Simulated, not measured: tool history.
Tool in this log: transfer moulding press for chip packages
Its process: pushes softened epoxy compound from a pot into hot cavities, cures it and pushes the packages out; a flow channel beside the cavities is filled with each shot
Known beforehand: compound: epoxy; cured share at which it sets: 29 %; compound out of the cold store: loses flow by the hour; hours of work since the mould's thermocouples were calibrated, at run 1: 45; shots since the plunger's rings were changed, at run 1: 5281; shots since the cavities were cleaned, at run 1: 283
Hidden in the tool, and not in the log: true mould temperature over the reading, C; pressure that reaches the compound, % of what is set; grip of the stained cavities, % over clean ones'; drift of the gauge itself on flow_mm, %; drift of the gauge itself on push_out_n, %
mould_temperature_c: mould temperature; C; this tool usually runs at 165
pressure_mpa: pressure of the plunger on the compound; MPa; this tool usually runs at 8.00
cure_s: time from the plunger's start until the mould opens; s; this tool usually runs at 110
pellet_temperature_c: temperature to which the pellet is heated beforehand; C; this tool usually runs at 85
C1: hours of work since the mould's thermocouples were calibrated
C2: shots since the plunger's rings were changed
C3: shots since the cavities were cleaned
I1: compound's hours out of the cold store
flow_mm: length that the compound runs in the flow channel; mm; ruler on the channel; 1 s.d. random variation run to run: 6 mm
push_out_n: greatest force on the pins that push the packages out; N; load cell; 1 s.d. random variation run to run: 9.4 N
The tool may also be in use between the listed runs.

{"run": 1, "hour": 0.0, "mould_temperature_c": 165, "pressure_mpa": 8.0, "cure_s": 110, "pellet_temperature_c": 85, "C1": 45, "C2": 5281, "C3": 283, "I1": 21.9, "flow_mm": 634, "push_out_n": 661}
{"hour": 7.1, "done": "plunger's sealing rings changed"}
{"run": 2, "hour": 9.2, "mould_temperature_c": 162, "pressure_mpa": 8.0, "cure_s": 110, "pellet_temperature_c": 85, "C1": 50, "C2": 27, "C3": 368, "I1": 13.5, "flow_mm": 750, "push_out_n": 839}
{"run": 3, "hour": 21.8, "mould_temperature_c": 162, "pressure_mpa": 8.0, "cure_s": 110, "pellet_temperature_c": 85, "C1": 60, "C2": 185, "C3": 526, "I1": 43.6, "flow_mm": 626, "push_out_n": 875}
{"run": 4, "hour": 32.6, "mould_temperature_c": 162, "pressure_mpa": 8.0, "cure_s": 110, "pellet_temperature_c": 85, "C1": 68, "C2": 322, "C3": 663, "I1": 26.5, "flow_mm": 684, "push_out_n": 935}
{"run": 5, "hour": 40.2, "mould_temperature_c": 165, "pressure_mpa": 8.0, "cure_s": 110, "pellet_temperature_c": 85, "C1": 74, "C2": 417, "C3": 758, "I1": 21.3, "flow_mm": 707, "push_out_n": 863}
{"hour": 44.0, "done": "cavities cleaned with cleaning compound and waxed"}
{"run": 6, "hour": 50.1, "mould_temperature_c": 165, "pressure_mpa": 8.0, "cure_s": 110, "pellet_temperature_c": 85, "C1": 81, "C2": 523, "C3": 77, "I1": 12.2, "flow_mm": 734, "push_out_n": 530}
{"run": 7, "hour": 55.9, "mould_temperature_c": 165, "pressure_mpa": 9.83, "cure_s": 110, "pellet_temperature_c": 85, "C1": 85, "C2": 596, "C3": 150, "I1": 30.0, "flow_mm": 727, "push_out_n": 562}
{"run": 8, "hour": 65.6, "mould_temperature_c": 165, "pressure_mpa": 9.83, "cure_s": 110, "pellet_temperature_c": 85, "C1": 93, "C2": 718, "C3": 272, "I1": 19.9, "flow_mm": 789, "push_out_n": 675}
{"run": 9, "hour": 79.0, "mould_temperature_c": 165, "pressure_mpa": 9.83, "cure_s": 110, "pellet_temperature_c": 85, "C1": 103, "C2": 887, "C3": 441, "I1": 24.0, "flow_mm": 755, "push_out_n": 760}
{"run": 10, "hour": 89.1, "mould_temperature_c": 165, "pressure_mpa": 8.0, "cure_s": 110, "pellet_temperature_c": 85, "C1": 111, "C2": 1014, "C3": 568, "I1": 20.9, "flow_mm": 696, "push_out_n": 835}
{"run": 11, "hour": 96.2, "mould_temperature_c": 165, "pressure_mpa": 9.25, "cure_s": 110, "pellet_temperature_c": 85, "C1": 117, "C2": 1103, "C3": 657, "I1": 40.8, "flow_mm": 656, "push_out_n": 802}
{"hour": 107.8, "done": "cavities cleaned with cleaning compound and waxed"}
{"run": 12, "hour": 110.8, "mould_temperature_c": 165, "pressure_mpa": 8.0, "cure_s": 110, "pellet_temperature_c": 85, "C1": 127, "C2": 1269, "C3": 38, "I1": 35.3, "flow_mm": 627, "push_out_n": 479}
{"run": 13, "hour": 121.1, "mould_temperature_c": 165, "pressure_mpa": 9.39, "cure_s": 110, "pellet_temperature_c": 85, "C1": 135, "C2": 1399, "C3": 168, "I1": 29.8, "flow_mm": 707, "push_out_n": 582}
{"run": 14, "hour": 134.3, "mould_temperature_c": 171, "pressure_mpa": 9.39, "cure_s": 110, "pellet_temperature_c": 85, "C1": 145, "C2": 1565, "C3": 334, "I1": 16.8, "flow_mm": 736, "push_out_n": 631}
{"run": 15, "hour": 144.8, "mould_temperature_c": 171, "pressure_mpa": 6.79, "cure_s": 98, "pellet_temperature_c": 85, "C1": 153, "C2": 1697, "C3": 466, "I1": 26.2, "flow_mm": 596, "push_out_n": 678}
{"run": 16, "hour": 156.8, "mould_temperature_c": 171, "pressure_mpa": 6.79, "cure_s": 98, "pellet_temperature_c": 85, "C1": 163, "C2": 1848, "C3": 617, "I1": 21.9, "flow_mm": 607, "push_out_n": 766}
{"run": 17, "hour": 162.6, "mould_temperature_c": 171, "pressure_mpa": 7.93, "cure_s": 98, "pellet_temperature_c": 85, "C1": 167, "C2": 1922, "C3": 691, "I1": 30.4, "flow_mm": 613, "push_out_n": 785}
{"run": 18, "hour": 168.5, "mould_temperature_c": 171, "pressure_mpa": 6.78, "cure_s": 141, "pellet_temperature_c": 85, "C1": 172, "C2": 1996, "C3": 765, "I1": 32.3, "flow_mm": 572, "push_out_n": 759}
{"hour": 171.3, "done": "cavities cleaned with cleaning compound and waxed"}
{"run": 19, "hour": 181.8, "mould_temperature_c": 171, "pressure_mpa": 6.78, "cure_s": 141, "pellet_temperature_c": 85, "C1": 181, "C2": 2144, "C3": 132, "I1": 37.7, "flow_mm": 538, "push_out_n": 493}
{"run": 20, "hour": 190.5, "mould_temperature_c": 171, "pressure_mpa": 7.73, "cure_s": 131, "pellet_temperature_c": 81, "C1": 188, "C2": 2253, "C3": 241, "I1": 36.3, "flow_mm": 583, "push_out_n": 559}
{"run": 21, "hour": 201.2, "mould_temperature_c": 171, "pressure_mpa": 7.73, "cure_s": 131, "pellet_temperature_c": 81, "C1": 196, "C2": 2388, "C3": 376, "I1": 22.4, "flow_mm": 640, "push_out_n": 646}
{"run": 22, "hour": 208.9, "mould_temperature_c": 172, "pressure_mpa": 7.26, "cure_s": 110, "pellet_temperature_c": 85, "C1": 202, "C2": 2485, "C3": 473, "I1": 33.4, "flow_mm": 570, "push_out_n": 665}
{"run": 23, "hour": 221.5, "mould_temperature_c": 172, "pressure_mpa": 7.26, "cure_s": 110, "pellet_temperature_c": 85, "C1": 212, "C2": 2645, "C3": 633, "I1": 41.4, "flow_mm": 549, "push_out_n": 726}
{"run": 24, "hour": 231.8, "mould_temperature_c": 165, "pressure_mpa": 8.0, "cure_s": 141, "pellet_temperature_c": 86, "C1": 220, "C2": 2774, "C3": 762, "I1": 8.6, "flow_mm": 733, "push_out_n": 779}
{"hour": 234.6, "done": "cavities cleaned with cleaning compound and waxed"}
{"run": 25, "hour": 243.8, "mould_temperature_c": 160, "pressure_mpa": 8.0, "cure_s": 110, "pellet_temperature_c": 85, "C1": 228, "C2": 2906, "C3": 116, "I1": 34.4, "flow_mm": 627, "push_out_n": 697}
{"run": 26, "hour": 250.1, "mould_temperature_c": 162, "pressure_mpa": 8.0, "cure_s": 110, "pellet_temperature_c": 85, "C1": 233, "C2": 2985, "C3": 195, "I1": 33.9, "flow_mm": 622, "push_out_n": 673}
{"run": 27, "hour": 262.5, "mould_temperature_c": 162, "pressure_mpa": 8.0, "cure_s": 110, "pellet_temperature_c": 85, "C1": 243, "C2": 3141, "C3": 351, "I1": 38.7, "flow_mm": 602, "push_out_n": 768}
{"run": 28, "hour": 268.9, "mould_temperature_c": 171, "pressure_mpa": 8.0, "cure_s": 110, "pellet_temperature_c": 85, "C1": 248, "C2": 3222, "C3": 432, "I1": 47.9, "flow_mm": 537, "push_out_n": 672}

Branching from run 28: 4 alternative next runs. What would each branch give?
{"run": "A", "hour": 277.0, "mould_temperature_c": 165, "pressure_mpa": 8.62, "cure_s": 103, "pellet_temperature_c": 92, "C1": 254, "C2": 3325, "C3": 535, "I1": 41.7, "flow_mm": "?", "push_out_n": "?"}
{"run": "B", "hour": 277.0, "mould_temperature_c": 159, "pressure_mpa": 8.0, "cure_s": 94, "pellet_temperature_c": 85, "C1": 254, "C2": 3325, "C3": 535, "I1": 29.1, "flow_mm": "?", "push_out_n": "?"}
{"run": "C", "hour": 277.0, "mould_temperature_c": 171, "pressure_mpa": 8.16, "cure_s": 110, "pellet_temperature_c": 88, "C1": 254, "C2": 3325, "C3": 535, "I1": 21.9, "flow_mm": "?", "push_out_n": "?"}
{"run": "D", "hour": 277.0, "mould_temperature_c": 165, "pressure_mpa": 8.0, "cure_s": 132, "pellet_temperature_c": 85, "C1": 254, "C2": 3325, "C3": 535, "I1": 34.0, "flow_mm": "?", "push_out_n": "?"}

run=A flow_mm=600 push_out_n=807
run=B flow_mm=651 push_out_n=1437
run=C flow_mm=652 push_out_n=711
run=D flow_mm=608 push_out_n=722
Without the tool's unlogged condition, the same runs would have read:
run=A flow_mm=647 push_out_n=449
run=B flow_mm=702 push_out_n=817
run=C flow_mm=703 push_out_n=392
run=D flow_mm=656 push_out_n=395
